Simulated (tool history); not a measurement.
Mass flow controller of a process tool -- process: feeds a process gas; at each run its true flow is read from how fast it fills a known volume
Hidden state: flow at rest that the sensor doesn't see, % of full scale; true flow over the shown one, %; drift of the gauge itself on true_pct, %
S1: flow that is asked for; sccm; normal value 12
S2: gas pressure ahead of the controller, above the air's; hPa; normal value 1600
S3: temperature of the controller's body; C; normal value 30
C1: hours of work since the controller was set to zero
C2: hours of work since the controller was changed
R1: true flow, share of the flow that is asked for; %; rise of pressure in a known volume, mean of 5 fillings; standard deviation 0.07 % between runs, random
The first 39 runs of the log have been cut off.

Run 40, day 607.75: usual settings but S1 7 sccm, S2 2070 hPa, S3 29 C; C1 2702; C2 2702. Result: R1 96.32 %.
Run 41, day 626.054: usual settings but S1 7 sccm, S2 2070 hPa, S3 29 C; C1 3015; C2 3015. Result: R1 96.17 %.
At day 633.908: gauge calibrated.
Run 42, day 638.575: usual settings but S1 7 sccm, S2 2070 hPa, S3 29 C; C1 3229; C2 3229. Result: R1 98.53 %.
Run 43, day 654.442: usual settings but S1 7 sccm, S2 1620 hPa, S3 25 C; C1 3500; C2 3500. Result: R1 98.37 %.
Run 44, day 671.338: usual settings but S1 4 sccm, S2 2440 hPa, S3 27 C; C1 3789; C2 3789. Result: R1 98.45 %.
Run 45, day 686.521: usual settings but S1 4 sccm, S2 1860 hPa, S3 32 C; C1 4049; C2 4049. Result: R1 97.63 %.
Run 46, day 698.138: usual settings but S1 4 sccm, S2 1860 hPa, S3 32 C; C1 4248; C2 4248. Result: R1 97.47 %.
Run 47, day 718.788: usual settings but S1 3 sccm, S2 2200 hPa, S3 38 C; C1 4601; C2 4601. Result: R1 97.3 %.

What if the next run were any one of these 5? Each begins from the tool's condition after run 47:
Run A, day 735.375: usual settings but S1 6 sccm, S2 1890 hPa; C1 4885; C2 4885. Result: R1 ?.
Run B, day 735.375: usual settings but S2 1640 hPa; C1 4885; C2 4885. Result: R1 ?.
Run C, day 735.375: usual settings but S1 2 sccm, S3 37 C; C1 4885; C2 4885. Result: R1 ?.
Run D, day 735.375: usual settings but S1 3 sccm, S2 2200 hPa, S3 25 C; C1 4885; C2 4885. Result: R1 ?.
Run E, day 735.375: usual settings but S1 3 sccm, S2 2010 hPa, S3 29 C; C1 4885; C2 4885. Result: R1 ?.

run     R1
  A  97.78
  B  98.23
  C  96.65
  D  98.08
  E  97.67
What these runs would have given with no unlogged condition in the tool:
run     R1
  A  98.17
  B  98.61
  C  97.05
  D  98.48
  E  98.06
